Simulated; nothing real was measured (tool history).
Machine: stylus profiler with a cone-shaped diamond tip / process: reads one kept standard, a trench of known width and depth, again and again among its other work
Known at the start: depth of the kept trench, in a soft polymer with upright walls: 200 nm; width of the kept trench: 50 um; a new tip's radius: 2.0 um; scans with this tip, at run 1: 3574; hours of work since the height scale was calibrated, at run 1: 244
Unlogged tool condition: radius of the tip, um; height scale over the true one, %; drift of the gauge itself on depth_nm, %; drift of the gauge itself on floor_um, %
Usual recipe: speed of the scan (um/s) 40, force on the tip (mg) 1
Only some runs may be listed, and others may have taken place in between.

run   hour  speed of the scan (um/s)  force on the tip (mg)  scans with this tip  hours of work since the height scale was calibrated  depth of the trench (nm)  width of the trench's floor (um)
  1      0                        40                      1                 3574                                                  244                    200.99                             47.57
  2   17.4                        40                      1                 3743                                                  255                     200.9                             47.61
  3   26.9                        40                      1                 3835                                                  262                    200.85                             47.57
  4   35.7                        40                      1                 3921                                                  268                    200.98                             47.54
  5   51.3                        40                      1                 4072                                                  278                    201.22                             47.58
  6   67.9                        40                      1                 4233                                                  289                    201.11                             47.51
  7   82.9                        37                      1                 4379                                                  299                    201.06                             47.54
  8   94.7                       141                      1                 4493                                                  307                    201.24                             46.53
  9  110.2                       141                      1                 4644                                                  317                     201.2                             46.51
 10  128.3                        67                      1                 4820                                                  329                    200.96                             47.26
 11  140.1                        67                   1.34                 4934                                                  337                    201.27                             47.33
 12  158.4                        91                   1.54                 5112                                                  349                    201.56                             47.17
 13  171.8                        26                   1.47                 5241                                                  358                    201.18                             47.66
 14  182.5                        40                   0.56                 5345                                                  365                    200.85                             47.29
 15  200.4                       123                   0.44                 5519                                                  377                    200.72                             46.04
 16  209.3                        41                    2.8                 5605                                                  383                    202.09                             47.61
 17  224.6                        41                    2.8                 5754                                                  393                    201.95                             47.56
 18  242.8                        42                   2.88                 5931                                                  405                    202.01                             47.59

Each row is a separate what-if for the run after 18, all from the same tool condition, not one after another. Results?
  A   253                        35                   1.98                 6030                                                  412                         ?                                 ?
  B   253                        71                   0.74                 6030                                                  412                         ?                                 ?
  C   253                       110                      1                 6030                                                  412                         ?                                 ?
  D   253                        12                   2.06                 6030                                                  412                         ?                                 ?
  E   253                       144                   1.21                 6030                                                  412                         ?                                 ?

run  depth of the trench (nm)  width of the trench's floor (um)
  A                     201.7                             47.57
  B                    200.86                             47.02
  C                    201.41                             46.73
  D                    201.68                             47.72
  E                    201.23                             46.58
With the hidden condition removed and each run's random variation left untouched, the same runs would have given:
run  depth of the trench (nm)  width of the trench's floor (um)
  A                    201.47                             48.02
  B                    200.63                             47.48
  C                    201.18                             47.18
  D                    201.44                             48.17
  E                       201                             47.04
